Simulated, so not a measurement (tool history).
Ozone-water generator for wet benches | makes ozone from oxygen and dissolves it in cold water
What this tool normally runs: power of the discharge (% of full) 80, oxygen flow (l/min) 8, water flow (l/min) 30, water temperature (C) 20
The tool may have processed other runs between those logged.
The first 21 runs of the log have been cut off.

run   hour  power of the discharge (% of full)  oxygen flow (l/min)  water flow (l/min)  water temperature (C)  hours of work since the electrodes were changed  hours of work since the contactor was cleaned  hours of work since the thermometer was calibrated  dissolved ozone (ppm)  ozone in the gas ahead of the water (g/m3)
 22    444                                  80                 9.28                  30                     20                                              624                                           3780                                                3278                   28.5                                       223.5
 23  458.5                                  80                 5.37                  19                     15                                              635                                           3792                                                3289                   37.7                                       271.5
     462.8  -- gauge calibrated
 24  472.5                                  57                 5.37                  19                     15                                              647                                           3803                                                3301                   29.3                                       201.3
 25  501.5                                  79                    8                  33                     20                                              670                                           3826                                                3324                   25.4                                       228.6
 26  519.3                                  56                11.42                  33                     26                                              684                                           3840                                                3338                   18.5                                       152.8
 27  544.3                                  93                    8                  30                     20                                              704                                           3861                                                3358                   31.5                                       261.2
 28  572.1                                  93                    8                  30                     20                                              727                                           3883                                                3381                   31.3                                       257.8
 29  602.1                                  93                    8                  30                     20                                              751                                           3907                                                3405                   31.4                                       259.9
 30  620.9                                  41                    8                  38                     26                                              766                                           3922                                                3420                   12.4                                       136.1
 31  639.5                                  84                    8                  23                     20                                              781                                           3937                                                3435                   34.7                                       239.8
 32  668.5                                  58                12.98                  30                     22                                              804                                           3961                                                3458                   22.2                                       152.2
 33  693.8                                  58                12.98                  30                     22                                              825                                           3981                                                3479                   22.1                                       151.5
 34  721.8                                  58                 11.6                  48                     22                                              847                                           4004                                                3501                   15.7                                       159.2

Alternative continuations, all from the tool just after run 34; predict every row:
  A  745.2                                  41                 7.62                  48                     22                                              866                                           4022                                                3520                      ?                                           ?
  B  745.2                                  40                 11.6                  48                     22                                              866                                           4022                                                3520                      ?                                           ?
  C  745.2                                  80                 9.61                  21                     20                                              866                                           4022                                                3520                      ?                                           ?

run  dissolved ozone (ppm)  ozone in the gas ahead of the water (g/m3)
  A                   10.7                                       140.2
  B                   11.8                                       118.1
  C                   35.3                                       218.8
Without the tool's hidden state the same runs would have given:
run  dissolved ozone (ppm)  ozone in the gas ahead of the water (g/m3)
  A                   10.7                                       137.8
  B                   11.8                                         116
  C                   35.3                                       214.9
